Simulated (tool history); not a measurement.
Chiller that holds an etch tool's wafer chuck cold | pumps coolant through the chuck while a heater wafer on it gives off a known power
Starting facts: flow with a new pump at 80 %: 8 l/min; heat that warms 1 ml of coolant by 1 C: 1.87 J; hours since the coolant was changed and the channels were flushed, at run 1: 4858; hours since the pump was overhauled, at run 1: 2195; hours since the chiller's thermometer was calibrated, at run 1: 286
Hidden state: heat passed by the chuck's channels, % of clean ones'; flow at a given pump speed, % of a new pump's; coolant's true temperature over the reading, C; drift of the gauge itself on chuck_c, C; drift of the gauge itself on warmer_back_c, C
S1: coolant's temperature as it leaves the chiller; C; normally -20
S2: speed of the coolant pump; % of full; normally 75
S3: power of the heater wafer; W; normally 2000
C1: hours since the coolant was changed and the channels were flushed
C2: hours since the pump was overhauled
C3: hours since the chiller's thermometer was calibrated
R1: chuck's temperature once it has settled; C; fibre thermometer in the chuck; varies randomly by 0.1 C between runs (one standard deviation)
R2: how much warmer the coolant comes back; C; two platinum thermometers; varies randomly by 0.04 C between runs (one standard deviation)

{"run": 1, "hour": 0.0, "S1": -20, "S2": 75, "S3": 2000, "C1": 4858, "C2": 2195, "C3": 286, "R1": -4.7, "R2": 8.57}
{"run": 2, "hour": 101.8, "S1": -20, "S2": 95, "S3": 2000, "C1": 4959, "C2": 2297, "C3": 388, "R1": -7.5, "R2": 6.71}
{"run": 3, "hour": 215.3, "S1": -20, "S2": 75, "S3": 1803, "C1": 5073, "C2": 2411, "C3": 501, "R1": -6.6, "R2": 7.75}
{"run": 4, "hour": 297.2, "S1": -20, "S2": 75, "S3": 2000, "C1": 5155, "C2": 2492, "C3": 583, "R1": -4.7, "R2": 8.59}
{"run": 5, "hour": 371.4, "S1": -20, "S2": 75, "S3": 2000, "C1": 5229, "C2": 2567, "C3": 657, "R1": -5.0, "R2": 8.63}
{"run": 6, "hour": 456.7, "S1": -20, "S2": 75, "S3": 2000, "C1": 5314, "C2": 2652, "C3": 743, "R1": -4.8, "R2": 8.64}
{"run": 7, "hour": 524.7, "S1": -20, "S2": 75, "S3": 2000, "C1": 5382, "C2": 2720, "C3": 811, "R1": -4.9, "R2": 8.6}
{"run": 8, "hour": 654.5, "S1": -19, "S2": 75, "S3": 2000, "C1": 5512, "C2": 2850, "C3": 941, "R1": -3.9, "R2": 8.7}
{"run": 9, "hour": 767.0, "S1": -19, "S2": 75, "S3": 2000, "C1": 5625, "C2": 2962, "C3": 1053, "R1": -3.8, "R2": 8.7}
{"run": 10, "hour": 864.4, "S1": -20, "S2": 75, "S3": 2000, "C1": 5722, "C2": 3060, "C3": 1150, "R1": -5.1, "R2": 8.63}
{"run": 11, "hour": 973.9, "S1": -20, "S2": 75, "S3": 2000, "C1": 5832, "C2": 3169, "C3": 1260, "R1": -4.9, "R2": 8.75}
{"run": 12, "hour": 1079.9, "S1": -20, "S2": 75, "S3": 2000, "C1": 5937, "C2": 3275, "C3": 1366, "R1": -4.9, "R2": 8.71}
{"run": 13, "hour": 1218.8, "S1": -20, "S2": 75, "S3": 2000, "C1": 6076, "C2": 3414, "C3": 1505, "R1": -4.7, "R2": 8.69}
{"run": 14, "hour": 1281.6, "S1": -20, "S2": 75, "S3": 2000, "C1": 6139, "C2": 3477, "C3": 1568, "R1": -4.9, "R2": 8.66}
{"run": 15, "hour": 1351.7, "S1": -20, "S2": 75, "S3": 2000, "C1": 6209, "C2": 3547, "C3": 1638, "R1": -4.8, "R2": 8.7}
{"run": 16, "hour": 1437.9, "S1": -24, "S2": 64, "S3": 2000, "C1": 6295, "C2": 3633, "C3": 1724, "R1": -7.0, "R2": 10.24}
{"run": 17, "hour": 1551.2, "S1": -11, "S2": 75, "S3": 1105, "C1": 6409, "C2": 3746, "C3": 1837, "R1": -2.6, "R2": 4.87}
{"run": 18, "hour": 1637.6, "S1": -11, "S2": 75, "S3": 1105, "C1": 6495, "C2": 3833, "C3": 1924, "R1": -2.6, "R2": 4.89}
{"run": 19, "hour": 1759.0, "S1": -25, "S2": 82, "S3": 1105, "C1": 6617, "C2": 3954, "C3": 2045, "R1": -17.2, "R2": 4.52}
{"run": 20, "hour": 1877.0, "S1": -14, "S2": 82, "S3": 2025, "C1": 6735, "C2": 4072, "C3": 2163, "R1": 0.4, "R2": 8.08}
{"run": 21, "hour": 1942.6, "S1": -30, "S2": 100, "S3": 2025, "C1": 6800, "C2": 4138, "C3": 2229, "R1": -17.8, "R2": 6.63}
{"run": 22, "hour": 2027.2, "S1": -30, "S2": 100, "S3": 2025, "C1": 6885, "C2": 4222, "C3": 2313, "R1": -17.7, "R2": 6.6}
{"run": 23, "hour": 2160.5, "S1": -13, "S2": 75, "S3": 2000, "C1": 7018, "C2": 4356, "C3": 2447, "R1": 2.1, "R2": 8.9}
{"hour": 2213.3, "done": "coolant changed, channels flushed"}
{"run": 24, "hour": 2300.2, "S1": -13, "S2": 92, "S3": 2953, "C1": 87, "C2": 4489, "C3": 2580, "R1": 6.1, "R2": 10.47}
{"run": 25, "hour": 2411.8, "S1": -26, "S2": 65, "S3": 2243, "C1": 199, "C2": 4601, "C3": 2692, "R1": -7.0, "R2": 11.5}
{"run": 26, "hour": 2515.4, "S1": -26, "S2": 65, "S3": 2243, "C1": 302, "C2": 4705, "C3": 2796, "R1": -7.0, "R2": 11.43}
{"run": 27, "hour": 2593.7, "S1": -28, "S2": 78, "S3": 2000, "C1": 380, "C2": 4783, "C3": 2874, "R1": -13.3, "R2": 8.48}
{"run": 28, "hour": 2686.4, "S1": -28, "S2": 78, "S3": 2000, "C1": 473, "C2": 4876, "C3": 2966, "R1": -13.4, "R2": 8.58}
{"run": 29, "hour": 2778.3, "S1": -14, "S2": 75, "S3": 1404, "C1": 565, "C2": 4968, "C3": 3058, "R1": -3.5, "R2": 6.32}

Here are 3 independent what-if runs from the current tool condition. What would each one return?
{"run": "A", "hour": 2910.9, "S1": -17, "S2": 75, "S3": 1000, "C1": 698, "C2": 5100, "C3": 3191, "R1": "?", "R2": "?"}
{"run": "B", "hour": 2910.9, "S1": -26, "S2": 75, "S3": 1635, "C1": 698, "C2": 5100, "C3": 3191, "R1": "?", "R2": "?"}
{"run": "C", "hour": 2910.9, "S1": -14, "S2": 67, "S3": 1709, "C1": 698, "C2": 5100, "C3": 3191, "R1": "?", "R2": "?"}

run=A R1=-9.6 R2=4.58
run=B R1=-13.8 R2=7.37
run=C R1=0.2 R2=8.56
Without the tool's hidden state the same runs would have given:
run=A R1=-9.6 R2=4.26
run=B R1=-13.8 R2=7.05
run=C R1=0.2 R2=8.24

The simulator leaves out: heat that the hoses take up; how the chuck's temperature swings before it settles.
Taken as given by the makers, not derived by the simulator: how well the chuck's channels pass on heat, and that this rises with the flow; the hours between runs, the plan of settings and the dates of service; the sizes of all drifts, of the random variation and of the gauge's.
